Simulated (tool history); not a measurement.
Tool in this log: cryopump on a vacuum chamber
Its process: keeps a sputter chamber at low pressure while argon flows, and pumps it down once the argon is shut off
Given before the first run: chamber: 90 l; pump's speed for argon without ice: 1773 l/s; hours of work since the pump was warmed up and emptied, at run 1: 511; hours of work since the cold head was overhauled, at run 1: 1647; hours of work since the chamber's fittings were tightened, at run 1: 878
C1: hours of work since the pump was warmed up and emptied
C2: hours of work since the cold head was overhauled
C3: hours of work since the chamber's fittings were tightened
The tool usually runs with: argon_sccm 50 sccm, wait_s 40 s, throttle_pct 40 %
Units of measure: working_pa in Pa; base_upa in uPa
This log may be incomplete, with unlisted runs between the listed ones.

{"run": 1, "hour": 0.0, "argon_sccm": 50, "wait_s": 40, "throttle_pct": 40, "C1": 511, "C2": 1647, "C3": 878, "working_pa": 0.1246, "base_upa": 2.14}
{"run": 2, "hour": 42.3, "argon_sccm": 50, "wait_s": 40, "throttle_pct": 40, "C1": 538, "C2": 1674, "C3": 905, "working_pa": 0.1244, "base_upa": 2.17}
{"run": 3, "hour": 91.0, "argon_sccm": 50, "wait_s": 40, "throttle_pct": 20, "C1": 569, "C2": 1705, "C3": 936, "working_pa": 0.2417, "base_upa": 2.19}
{"run": 4, "hour": 155.3, "argon_sccm": 50, "wait_s": 40, "throttle_pct": 20, "C1": 610, "C2": 1746, "C3": 977, "working_pa": 0.2424, "base_upa": 2.34}
{"run": 5, "hour": 233.0, "argon_sccm": 50, "wait_s": 40, "throttle_pct": 20, "C1": 659, "C2": 1796, "C3": 1026, "working_pa": 0.2444, "base_upa": 2.39}
{"run": 6, "hour": 277.4, "argon_sccm": 50, "wait_s": 40, "throttle_pct": 40, "C1": 688, "C2": 1824, "C3": 1055, "working_pa": 0.1252, "base_upa": 2.4}
{"run": 7, "hour": 344.1, "argon_sccm": 50, "wait_s": 40, "throttle_pct": 40, "C1": 730, "C2": 1866, "C3": 1097, "working_pa": 0.1257, "base_upa": 2.5}
{"run": 8, "hour": 435.2, "argon_sccm": 50, "wait_s": 40, "throttle_pct": 40, "C1": 788, "C2": 1924, "C3": 1155, "working_pa": 0.1262, "base_upa": 2.59}
{"run": 9, "hour": 527.5, "argon_sccm": 93, "wait_s": 24, "throttle_pct": 40, "C1": 847, "C2": 1983, "C3": 1214, "working_pa": 0.2359, "base_upa": 3.07}
{"run": 10, "hour": 629.6, "argon_sccm": 39, "wait_s": 94, "throttle_pct": 40, "C1": 912, "C2": 2048, "C3": 1279, "working_pa": 0.0995, "base_upa": 2.44}
{"run": 11, "hour": 719.9, "argon_sccm": 21, "wait_s": 40, "throttle_pct": 16, "C1": 969, "C2": 2106, "C3": 1337, "working_pa": 0.1284, "base_upa": 3.01}
{"run": 12, "hour": 795.7, "argon_sccm": 27, "wait_s": 66, "throttle_pct": 16, "C1": 1018, "C2": 2154, "C3": 1385, "working_pa": 0.1645, "base_upa": 2.82}
{"run": 13, "hour": 888.6, "argon_sccm": 25, "wait_s": 70, "throttle_pct": 24, "C1": 1077, "C2": 2213, "C3": 1444, "working_pa": 0.1043, "base_upa": 2.87}

Below are 4 alternative next runs, each starting from the tool's condition after run 13. Predict each:
{"hour": 911.7, "done": "pump warmed up, emptied and cooled again"}
{"run": "A", "hour": 945.4, "argon_sccm": 93, "wait_s": 40, "throttle_pct": 40, "C1": 21, "C2": 2246, "C3": 1477, "working_pa": "?", "base_upa": "?"}
{"hour": 911.7, "done": "pump warmed up, emptied and cooled again"}
{"run": "B", "hour": 945.4, "argon_sccm": 50, "wait_s": 40, "throttle_pct": 59, "C1": 21, "C2": 2246, "C3": 1477, "working_pa": "?", "base_upa": "?"}
{"hour": 911.7, "done": "pump warmed up, emptied and cooled again"}
{"run": "C", "hour": 945.4, "argon_sccm": 71, "wait_s": 71, "throttle_pct": 40, "C1": 21, "C2": 2246, "C3": 1477, "working_pa": "?", "base_upa": "?"}
{"hour": 911.7, "done": "pump warmed up, emptied and cooled again"}
{"run": "D", "hour": 945.4, "argon_sccm": 89, "wait_s": 294, "throttle_pct": 22, "C1": 21, "C2": 2246, "C3": 1477, "working_pa": "?", "base_upa": "?"}

run=A working_pa=0.2257 base_upa=2.9
run=B working_pa=0.0819 base_upa=2.85
run=C working_pa=0.1722 base_upa=2.65
run=D working_pa=0.3881 base_upa=2.22
Take away the tool's hidden state, keep each run's random variation, and the runs would have read:
run=A working_pa=0.2233 base_upa=0.86
run=B working_pa=0.0806 base_upa=0.84
run=C working_pa=0.1704 base_upa=0.55
run=D working_pa=0.3858 base_upa=0.23
